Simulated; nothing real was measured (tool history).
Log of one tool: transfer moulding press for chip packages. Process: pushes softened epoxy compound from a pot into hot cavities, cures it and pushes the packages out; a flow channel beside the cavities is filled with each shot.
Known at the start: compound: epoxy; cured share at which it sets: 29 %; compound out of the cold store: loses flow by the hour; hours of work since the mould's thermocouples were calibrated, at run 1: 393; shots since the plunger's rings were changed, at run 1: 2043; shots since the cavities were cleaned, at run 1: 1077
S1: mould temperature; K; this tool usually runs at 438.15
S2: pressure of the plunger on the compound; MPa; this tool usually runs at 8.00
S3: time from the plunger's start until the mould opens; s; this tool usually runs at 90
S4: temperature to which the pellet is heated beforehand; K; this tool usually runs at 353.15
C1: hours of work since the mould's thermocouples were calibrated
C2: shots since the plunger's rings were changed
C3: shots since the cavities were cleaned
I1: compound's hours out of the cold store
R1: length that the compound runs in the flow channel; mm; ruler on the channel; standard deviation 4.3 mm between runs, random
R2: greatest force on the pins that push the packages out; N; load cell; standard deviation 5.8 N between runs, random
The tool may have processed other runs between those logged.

run   hour      S1    S2   S3      S4   C1    C2    C3    I1   R1   R2
  1    0.0  438.15  8.00   90  353.15  393  2043  1077  42.2  474  404
      10.0  -- cavities cleaned with cleaning compound and waxed
  2   20.2  438.15  8.00   76  353.15  400  2199    85  38.9  494  493
  3   36.9  438.15  8.00   76  353.15  407  2339   225  33.5  507  491
  4   62.8  438.15  8.00   90  353.15  417  2555   441  40.2  484  444
  5   85.2  438.15  8.00   90  353.15  426  2742   628  21.6  538  437
      90.3  -- cavities cleaned with cleaning compound and waxed, once more
  6  111.2  438.15  8.00   90  353.15  436  2947   175  11.3  577  278
  7  129.2  438.15  9.41   90  353.15  443  3097   325  17.2  604  314
     136.2  -- mould's thermocouples calibrated
  8  142.8  438.15  8.00   90  353.15    3  3193   421  26.9  522  332
  9  165.8  438.15  8.00   90  353.15   12  3385   613  40.5  489  373
 10  183.1  438.15  8.00   90  353.15   19  3530   758  12.0  571  391
 11  198.3  438.15  8.00   90  353.15   25  3657   885  46.5  453  404
     207.7  -- plunger's sealing rings changed
 12  218.7  445.15  8.00   90  353.15   32    92  1035  10.8  597  392
     234.0  -- cavities cleaned with cleaning compound and waxed
 13  238.9  445.15  8.00   90  363.15   40   247    40  44.4  478  219
 14  259.9  445.15  8.00   90  363.15   48   423   216  46.4  475  280
 15  278.7  442.15  9.14  116  363.15   56   579   372  23.9  593  324
 16  305.0  442.15  9.14  116  363.15   67   799   592  24.1  584  347
 17  329.4  437.15  6.99  105  363.15   76  1003   796  46.8  456  373
 18  351.5  438.15  8.00  105  353.15   85  1188   981  15.4  601  382
     372.5  -- cavities cleaned with cleaning compound and waxed
 19  372.5  438.15  8.61   88  353.15   93  1350     0  15.0  611  221
 20  398.3  438.15  7.59   80  362.15  104  1565   215  44.3  474  313
 21  412.5  438.15  6.28   87  362.15  109  1684   334  13.3  527  322
 22  424.1  438.15  6.28  114  358.15  114  1781   431  31.9  459  328
 23  438.8  443.15  6.08  104  346.15  120  1904   554  20.1  482  323
 24  465.9  443.15  6.08  104  346.15  131  2130   780  46.9  403  342
 25  484.6  433.15  7.37   80  353.15  138  2286   936  35.3  491  529
 26  497.7  446.15  6.07   80  353.15  144  2395  1045  21.1  475  366
     511.2  -- cavities cleaned with cleaning compound and waxed
 27  513.9  446.15  6.07   80  344.15  150  2518    22  17.4  484  212
 28  524.9  446.15  6.07   80  344.15  154  2610   114  21.9  465  247

Measured result minus the same run's result without the hidden state. Both carry the same run-to-run variation, though not necessarily the same gauge scatter:
The hidden state here: true mould temperature over the reading, C; pressure that reaches the compound, % of what is set; grip of the stained cavities, % over clean ones'; drift of the gauge itself on flow_mm, %; drift of the gauge itself on push_out_n, %.
run   R1    R2
  1  -20  +190
  2  -21  +261
  3  -24  +253
  4  -25  +234
  5  -30  +228
  6  -35   +66
  7  -38  +104
  8  -33  +124
  9  -32  +160
 10  -40  +176
 11  -33  +185
 12   -2  +187
 13   -3   +21
 14   -4   +80
 15   -7  +115
 16  -10  +150
 17   -9  +171
 18  -14  +184
 19  -16    +6
 20  -14   +87
 21  -17  +112
 22  -16  +124
 23  -17  +138
 24  -16  +162
 25  -22  +247
 26  -21  +177
 27  -22   +15
 28  -22   +47
